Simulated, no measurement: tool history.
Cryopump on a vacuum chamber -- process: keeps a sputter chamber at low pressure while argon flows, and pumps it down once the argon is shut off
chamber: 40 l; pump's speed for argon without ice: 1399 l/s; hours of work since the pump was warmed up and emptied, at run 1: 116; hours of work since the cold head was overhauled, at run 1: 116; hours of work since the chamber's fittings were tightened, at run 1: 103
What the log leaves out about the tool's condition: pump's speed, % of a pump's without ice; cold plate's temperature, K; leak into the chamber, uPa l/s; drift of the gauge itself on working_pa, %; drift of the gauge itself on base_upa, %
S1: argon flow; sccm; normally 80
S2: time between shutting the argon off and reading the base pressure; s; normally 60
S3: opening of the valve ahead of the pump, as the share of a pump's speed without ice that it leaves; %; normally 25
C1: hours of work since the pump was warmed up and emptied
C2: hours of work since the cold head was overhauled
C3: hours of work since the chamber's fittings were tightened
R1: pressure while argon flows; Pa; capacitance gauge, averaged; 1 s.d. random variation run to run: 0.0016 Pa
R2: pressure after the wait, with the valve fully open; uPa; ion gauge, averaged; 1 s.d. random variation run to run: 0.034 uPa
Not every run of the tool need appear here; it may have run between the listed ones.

{"run": 1, "hour": 0.0, "S1": 80, "S2": 60, "S3": 25, "C1": 116, "C2": 116, "C3": 103, "R1": 0.3908, "R2": 1.95}
{"run": 2, "hour": 18.6, "S1": 80, "S2": 60, "S3": 25, "C1": 128, "C2": 128, "C3": 115, "R1": 0.3888, "R2": 1.87}
{"run": 3, "hour": 47.5, "S1": 80, "S2": 92, "S3": 25, "C1": 147, "C2": 147, "C3": 134, "R1": 0.39, "R2": 1.36}
{"run": 4, "hour": 71.5, "S1": 80, "S2": 92, "S3": 25, "C1": 162, "C2": 162, "C3": 149, "R1": 0.3911, "R2": 1.36}
{"run": 5, "hour": 89.6, "S1": 80, "S2": 60, "S3": 25, "C1": 174, "C2": 174, "C3": 161, "R1": 0.3912, "R2": 1.95}
{"run": 6, "hour": 114.1, "S1": 80, "S2": 60, "S3": 25, "C1": 190, "C2": 190, "C3": 177, "R1": 0.3919, "R2": 1.96}
{"run": 7, "hour": 130.1, "S1": 80, "S2": 60, "S3": 25, "C1": 200, "C2": 200, "C3": 187, "R1": 0.3922, "R2": 1.94}
{"run": 8, "hour": 165.5, "S1": 80, "S2": 60, "S3": 25, "C1": 223, "C2": 223, "C3": 210, "R1": 0.3906, "R2": 1.94}
{"run": 9, "hour": 196.4, "S1": 107, "S2": 60, "S3": 25, "C1": 243, "C2": 243, "C3": 230, "R1": 0.5252, "R2": 2.06}
{"run": 10, "hour": 229.2, "S1": 38, "S2": 60, "S3": 25, "C1": 264, "C2": 264, "C3": 251, "R1": 0.1869, "R2": 1.94}
{"run": 11, "hour": 246.7, "S1": 77, "S2": 60, "S3": 25, "C1": 275, "C2": 275, "C3": 263, "R1": 0.3785, "R2": 1.98}
{"run": 12, "hour": 267.4, "S1": 77, "S2": 47, "S3": 25, "C1": 289, "C2": 289, "C3": 276, "R1": 0.3825, "R2": 2.51}
{"run": 13, "hour": 299.5, "S1": 80, "S2": 60, "S3": 25, "C1": 309, "C2": 309, "C3": 297, "R1": 0.3951, "R2": 2.02}
{"run": 14, "hour": 336.4, "S1": 80, "S2": 60, "S3": 25, "C1": 333, "C2": 333, "C3": 321, "R1": 0.3959, "R2": 2.05}
{"run": 15, "hour": 360.0, "S1": 80, "S2": 60, "S3": 25, "C1": 349, "C2": 349, "C3": 336, "R1": 0.3953, "R2": 2.07}
{"run": 16, "hour": 390.5, "S1": 80, "S2": 147, "S3": 25, "C1": 368, "C2": 368, "C3": 356, "R1": 0.3957, "R2": 1.09}
{"run": 17, "hour": 411.8, "S1": 80, "S2": 60, "S3": 25, "C1": 382, "C2": 382, "C3": 369, "R1": 0.3988, "R2": 2.08}
{"run": 18, "hour": 428.9, "S1": 93, "S2": 46, "S3": 17, "C1": 393, "C2": 393, "C3": 380, "R1": 0.6752, "R2": 2.61}
{"run": 19, "hour": 453.9, "S1": 93, "S2": 34, "S3": 17, "C1": 409, "C2": 409, "C3": 397, "R1": 0.6747, "R2": 3.32}
{"run": 20, "hour": 471.7, "S1": 96, "S2": 60, "S3": 29, "C1": 421, "C2": 421, "C3": 408, "R1": 0.4149, "R2": 2.05}
{"run": 21, "hour": 495.6, "S1": 107, "S2": 60, "S3": 35, "C1": 436, "C2": 436, "C3": 423, "R1": 0.3891, "R2": 2.08}
{"run": 22, "hour": 517.3, "S1": 72, "S2": 65, "S3": 30, "C1": 450, "C2": 450, "C3": 437, "R1": 0.3009, "R2": 1.98}
{"run": 23, "hour": 533.4, "S1": 37, "S2": 31, "S3": 22, "C1": 461, "C2": 461, "C3": 448, "R1": 0.2109, "R2": 3.61}
{"run": 24, "hour": 561.4, "S1": 107, "S2": 198, "S3": 38, "C1": 479, "C2": 479, "C3": 466, "R1": 0.3552, "R2": 0.93}
{"run": 25, "hour": 587.8, "S1": 107, "S2": 198, "S3": 38, "C1": 496, "C2": 496, "C3": 483, "R1": 0.3572, "R2": 0.98}
{"run": 26, "hour": 609.3, "S1": 84, "S2": 140, "S3": 53, "C1": 510, "C2": 510, "C3": 497, "R1": 0.2069, "R2": 1.21}
{"run": 27, "hour": 639.5, "S1": 53, "S2": 173, "S3": 49, "C1": 529, "C2": 529, "C3": 516, "R1": 0.1394, "R2": 1.1}
{"run": 28, "hour": 670.0, "S1": 40, "S2": 95, "S3": 22, "C1": 549, "C2": 549, "C3": 536, "R1": 0.2285, "R2": 1.54}
{"run": 29, "hour": 698.5, "S1": 99, "S2": 150, "S3": 57, "C1": 567, "C2": 567, "C3": 555, "R1": 0.2287, "R2": 1.2}

Run 30, settings as shown, results not yet in. Your forecast:
{"run": 30, "hour": 716.3, "S1": 121, "S2": 60, "S3": 48, "C1": 579, "C2": 579, "C3": 566, "R1": "?", "R2": "?"}

R1: 0.3302 Pa
R2: 2.14 uPa
On a tool with no hidden condition, and with the same random variation, this run would have come out at R1 0.3053 Pa, R2 1.81 uPa.
